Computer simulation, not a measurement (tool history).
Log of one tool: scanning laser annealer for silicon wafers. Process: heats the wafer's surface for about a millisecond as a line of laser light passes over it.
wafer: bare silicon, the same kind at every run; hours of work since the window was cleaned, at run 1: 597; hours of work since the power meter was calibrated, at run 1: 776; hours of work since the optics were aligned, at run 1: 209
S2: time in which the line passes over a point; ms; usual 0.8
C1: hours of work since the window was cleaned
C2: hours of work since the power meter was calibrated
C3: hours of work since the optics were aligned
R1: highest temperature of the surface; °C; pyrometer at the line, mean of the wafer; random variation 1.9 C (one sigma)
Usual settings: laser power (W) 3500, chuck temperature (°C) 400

Run 1, hour 0: usual settings; C1 597; C2 776; C3 209. Result: R1 1201 °C.
Run 2, hour 15.1: usual settings; C1 607; C2 785; C3 219. Result: R1 1199 °C.
Run 3, hour 41.7: usual settings; C1 624; C2 802; C3 236. Result: R1 1199 °C.
Run 4, hour 60.4: usual settings but laser power (W) 3686; C1 635; C2 814; C3 247. Result: R1 1244 °C.
Run 5, hour 75.4: usual settings but laser power (W) 3686; C1 645; C2 823; C3 257. Result: R1 1244 °C.
Run 6, hour 92.5: usual settings; C1 656; C2 834; C3 268. Result: R1 1203 °C.
Run 7, hour 115.6: usual settings; C1 670; C2 849; C3 282. Result: R1 1197 °C.
Run 8, hour 134: usual settings; C1 682; C2 860; C3 294. Result: R1 1199 °C.
Run 9, hour 155.3: usual settings; C1 695; C2 874; C3 307. Result: R1 1198 °C.
Run 10, hour 181.1: usual settings; C1 712; C2 890; C3 324. Result: R1 1199 °C.
Run 11, hour 211.1: usual settings; C1 731; C2 909; C3 343. Result: R1 1198 °C.
Run 12, hour 241.5: usual settings; C1 750; C2 928; C3 362. Result: R1 1194 °C.
Run 13, hour 261: usual settings but S2 0.825 ms; C1 762; C2 940; C3 374. Result: R1 1208 °C.
Run 14, hour 282: usual settings; C1 775; C2 954; C3 387. Result: R1 1192 °C.
Run 15, hour 315: usual settings; C1 796; C2 975; C3 408. Result: R1 1194 °C.
Run 16, hour 342.5: usual settings; C1 814; C2 992; C3 426. Result: R1 1194 °C.
Run 17, hour 359.6: usual settings; C1 825; C2 1003; C3 436. Result: R1 1191 °C.
At hour 363.4: window over the wafer cleaned.
Run 18, hour 381.6: usual settings; C1 12; C2 1015; C3 449. Result: R1 1172 °C.
Run 19, hour 407.8: usual settings; C1 28; C2 1032; C3 466. Result: R1 1172 °C.
Run 20, hour 434.5: usual settings; C1 45; C2 1049; C3 482. Result: R1 1175 °C.
Run 21, hour 468.8: usual settings but laser power (W) 3614, S2 0.759 ms, chuck temperature (°C) 382; C1 67; C2 1070; C3 504. Result: R1 1158 °C.
Run 22, hour 497.8: usual settings but laser power (W) 3713, chuck temperature (°C) 434; C1 85; C2 1089; C3 522. Result: R1 1252 °C.
Run 23, hour 528.1: usual settings but laser power (W) 3713, chuck temperature (°C) 415; C1 104; C2 1108; C3 542. Result: R1 1235 °C.
Run 24, hour 559.4: usual settings but laser power (W) 3751, S2 0.701 ms; C1 124; C2 1128; C3 561. Result: R1 1175 °C.
At hour 588.8: window over the wafer cleaned, once more.
Run 25, hour 593.3: usual settings but laser power (W) 3751, S2 0.701 ms; C1 3; C2 1148; C3 582. Result: R1 1227 °C.
Run 26, hour 627.2: usual settings but laser power (W) 3751, S2 0.701 ms; C1 24; C2 1169; C3 603. Result: R1 1227 °C.
Run 27, hour 654.8: usual settings but laser power (W) 3654, S2 0.888 ms, chuck temperature (°C) 392; C1 42; C2 1187; C3 620. Result: R1 1296 °C.
Run 28, hour 676.9: usual settings but laser power (W) 3572, S2 0.888 ms, chuck temperature (°C) 398; C1 56; C2 1201; C3 634. Result: R1 1274 °C.
Run 29, hour 697.2: usual settings but laser power (W) 3035, S2 0.888 ms, chuck temperature (°C) 398; C1 68; C2 1213; C3 647. Result: R1 1136 °C.
Run 30, hour 714: usual settings but laser power (W) 3640, S2 0.802 ms; C1 79; C2 1224; C3 658. Result: R1 1252 °C.
Run 31, hour 739.6: usual settings but laser power (W) 3200, S2 0.802 ms, chuck temperature (°C) 381; C1 95; C2 1240; C3 674. Result: R1 1126 °C.
Run 32, hour 768.4: usual settings but laser power (W) 3643, S2 0.65 ms, chuck temperature (°C) 430; C1 113; C2 1258; C3 692. Result: R1 1196 °C.
Run 33, hour 786.9: usual settings but laser power (W) 3643, S2 0.65 ms, chuck temperature (°C) 430; C1 125; C2 1270; C3 704. Result: R1 1194 °C.
Run 34, hour 809.9: usual settings but laser power (W) 3314, S2 0.641 ms, chuck temperature (°C) 377; C1 140; C2 1285; C3 718. Result: R1 1060 °C.
Run 35, hour 830.7: usual settings but laser power (W) 3443, S2 0.572 ms, chuck temperature (°C) 415; C1 153; C2 1298; C3 731. Result: R1 1086 °C.
Run 36, hour 862.8: usual settings but laser power (W) 3146, S2 0.572 ms, chuck temperature (°C) 415; C1 173; C2 1318; C3 752. Result: R1 1025 °C.
Run 37, hour 896.2: usual settings but laser power (W) 3762, S2 0.816 ms; C1 194; C2 1339; C3 773. Result: R1 1286 °C.
Run 38, hour 920.9: usual settings but laser power (W) 3647, S2 0.792 ms, chuck temperature (°C) 367; C1 210; C2 1355; C3 788. Result: R1 1212 °C.
Run 39, hour 943.1: usual settings but laser power (W) 3518, S2 0.846 ms; C1 224; C2 1369; C3 803. Result: R1 1235 °C.
Run 40, hour 974.9: usual settings but laser power (W) 3190, chuck temperature (°C) 423; C1 244; C2 1389; C3 823. Result: R1 1155 °C.

5 ways to go on from here, each from the tool as it stands after run 40. What would each give?
Run A, hour 992: usual settings but laser power (W) 3729, S2 1 ms; C1 255; C2 1400; C3 833. Result: R1 ?.
Run B, hour 992: usual settings but laser power (W) 3190, S2 0.894 ms, chuck temperature (°C) 423; C1 255; C2 1400; C3 833. Result: R1 ?.
Run C, hour 992: usual settings but laser power (W) 3212, S2 0.808 ms, chuck temperature (°C) 389; C1 255; C2 1400; C3 833. Result: R1 ?.
Run D, hour 992: usual settings but S2 0.784 ms, chuck temperature (°C) 434; C1 255; C2 1400; C3 833. Result: R1 ?.
Run E, hour 992: usual settings but laser power (W) 3725, S2 0.684 ms, chuck temperature (°C) 423; C1 255; C2 1400; C3 833. Result: R1 ?.

run    R1
  A  1369
  B  1198
  C  1128
  D  1236
  E  1224
Without the tool's hidden state the same runs would have given:
run    R1
  A  1388
  B  1214
  C  1143
  D  1252
  E  1240

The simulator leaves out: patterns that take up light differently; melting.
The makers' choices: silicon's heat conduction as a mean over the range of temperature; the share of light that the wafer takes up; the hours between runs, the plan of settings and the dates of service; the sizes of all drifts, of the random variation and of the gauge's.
